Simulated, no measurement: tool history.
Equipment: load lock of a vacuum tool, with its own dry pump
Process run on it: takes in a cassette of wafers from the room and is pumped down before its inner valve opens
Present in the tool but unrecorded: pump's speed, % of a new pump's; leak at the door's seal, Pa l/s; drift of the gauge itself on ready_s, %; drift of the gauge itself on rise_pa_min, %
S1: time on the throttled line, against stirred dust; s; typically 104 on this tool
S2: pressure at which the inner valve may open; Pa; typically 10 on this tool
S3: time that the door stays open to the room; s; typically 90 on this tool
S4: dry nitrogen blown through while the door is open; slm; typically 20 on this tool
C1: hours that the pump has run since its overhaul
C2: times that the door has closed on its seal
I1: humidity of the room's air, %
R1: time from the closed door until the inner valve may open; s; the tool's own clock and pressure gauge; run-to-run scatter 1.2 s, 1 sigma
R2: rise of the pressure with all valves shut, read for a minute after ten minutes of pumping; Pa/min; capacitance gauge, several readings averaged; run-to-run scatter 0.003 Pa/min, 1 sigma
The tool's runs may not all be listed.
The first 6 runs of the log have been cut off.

{"run": 7, "hour": 671.7, "S1": 116, "S2": 10, "S3": 90, "S4": 20, "C1": 12586, "C2": 14389, "I1": 44.7, "R1": 202.5, "R2": 0.027}
{"run": 8, "hour": 787.4, "S1": 116, "S2": 10, "S3": 90, "S4": 20, "C1": 12701, "C2": 14631, "I1": 46.8, "R1": 202.1, "R2": 0.027}
{"run": 9, "hour": 929.2, "S1": 104, "S2": 10, "S3": 90, "S4": 16, "C1": 12843, "C2": 14928, "I1": 45.1, "R1": 193.2, "R2": 0.033}
{"run": 10, "hour": 1028.1, "S1": 104, "S2": 10, "S3": 90, "S4": 16, "C1": 12942, "C2": 15135, "I1": 43.3, "R1": 193.5, "R2": 0.028}
{"run": 11, "hour": 1145.1, "S1": 104, "S2": 10, "S3": 90, "S4": 16, "C1": 13059, "C2": 15380, "I1": 46.8, "R1": 193.4, "R2": 0.034}
{"run": 12, "hour": 1292.9, "S1": 104, "S2": 10, "S3": 90, "S4": 16, "C1": 13207, "C2": 15689, "I1": 45.6, "R1": 193.5, "R2": 0.025}
{"run": 13, "hour": 1424.7, "S1": 104, "S2": 10, "S3": 90, "S4": 16, "C1": 13339, "C2": 15965, "I1": 42.4, "R1": 195, "R2": 0.031}
{"run": 14, "hour": 1575.1, "S1": 104, "S2": 10, "S3": 90, "S4": 16, "C1": 13489, "C2": 16280, "I1": 46.3, "R1": 193.5, "R2": 0.028}
{"run": 15, "hour": 1737.8, "S1": 81, "S2": 10, "S3": 90, "S4": 20, "C1": 13652, "C2": 16620, "I1": 47.2, "R1": 177.6, "R2": 0.029}
{"run": 16, "hour": 1875.2, "S1": 104, "S2": 13, "S3": 90, "S4": 20, "C1": 13789, "C2": 16908, "I1": 45.8, "R1": 189.8, "R2": 0.028}
{"run": 17, "hour": 1983.2, "S1": 104, "S2": 10, "S3": 90, "S4": 20, "C1": 13897, "C2": 17133, "I1": 44.9, "R1": 193.3, "R2": 0.026}
{"run": 18, "hour": 2068.3, "S1": 104, "S2": 10, "S3": 90, "S4": 20, "C1": 13982, "C2": 17312, "I1": 43.6, "R1": 193.8, "R2": 0.024}
{"run": 19, "hour": 2230.8, "S1": 102, "S2": 10, "S3": 90, "S4": 20, "C1": 14145, "C2": 17652, "I1": 46.4, "R1": 189.3, "R2": 0.028}
{"run": 20, "hour": 2360.2, "S1": 193, "S2": 8, "S3": 73, "S4": 32, "C1": 14274, "C2": 17923, "I1": 45, "R1": 265, "R2": 0.02}
{"run": 21, "hour": 2493.4, "S1": 96, "S2": 9, "S3": 140, "S4": 4, "C1": 14407, "C2": 18201, "I1": 43.8, "R1": 190.7, "R2": 0.067}
{"run": 22, "hour": 2646.3, "S1": 96, "S2": 9, "S3": 140, "S4": 4, "C1": 14560, "C2": 18521, "I1": 45.4, "R1": 188.4, "R2": 0.061}
{"run": 23, "hour": 2814.1, "S1": 130, "S2": 10, "S3": 90, "S4": 20, "C1": 14728, "C2": 18872, "I1": 44.7, "R1": 211.7, "R2": 0.03}
{"run": 24, "hour": 2915.6, "S1": 136, "S2": 10, "S3": 122, "S4": 20, "C1": 14830, "C2": 19085, "I1": 49.9, "R1": 219.8, "R2": 0.037}
{"run": 25, "hour": 3077.3, "S1": 104, "S2": 11, "S3": 61, "S4": 20, "C1": 14991, "C2": 19423, "I1": 45.9, "R1": 193.7, "R2": 0.025}
{"run": 26, "hour": 3171.3, "S1": 104, "S2": 11, "S3": 90, "S4": 20, "C1": 15085, "C2": 19620, "I1": 45, "R1": 192.7, "R2": 0.027}
{"run": 27, "hour": 3268.9, "S1": 104, "S2": 11, "S3": 204, "S4": 4, "C1": 15183, "C2": 19824, "I1": 42.7, "R1": 194, "R2": 0.065}
{"run": 28, "hour": 3356.9, "S1": 104, "S2": 18, "S3": 90, "S4": 5, "C1": 15271, "C2": 20008, "I1": 46.1, "R1": 183.9, "R2": 0.04}
{"run": 29, "hour": 3459.3, "S1": 104, "S2": 18, "S3": 90, "S4": 5, "C1": 15373, "C2": 20222, "I1": 41.8, "R1": 186.1, "R2": 0.041}

The next listed run, before its measurement:
{"run": 30, "hour": 3625.8, "S1": 104, "S2": 18, "S3": 90, "S4": 6, "C1": 15540, "C2": 20571, "I1": 43.9, "R1": "?", "R2": "?"}

{"run 30": {"R1": 185.1, "R2": 0.041}}
Were there no unlogged condition in the tool, this run, its random variation unchanged, would have produced R1 185 s, R2 0.04 Pa/min.
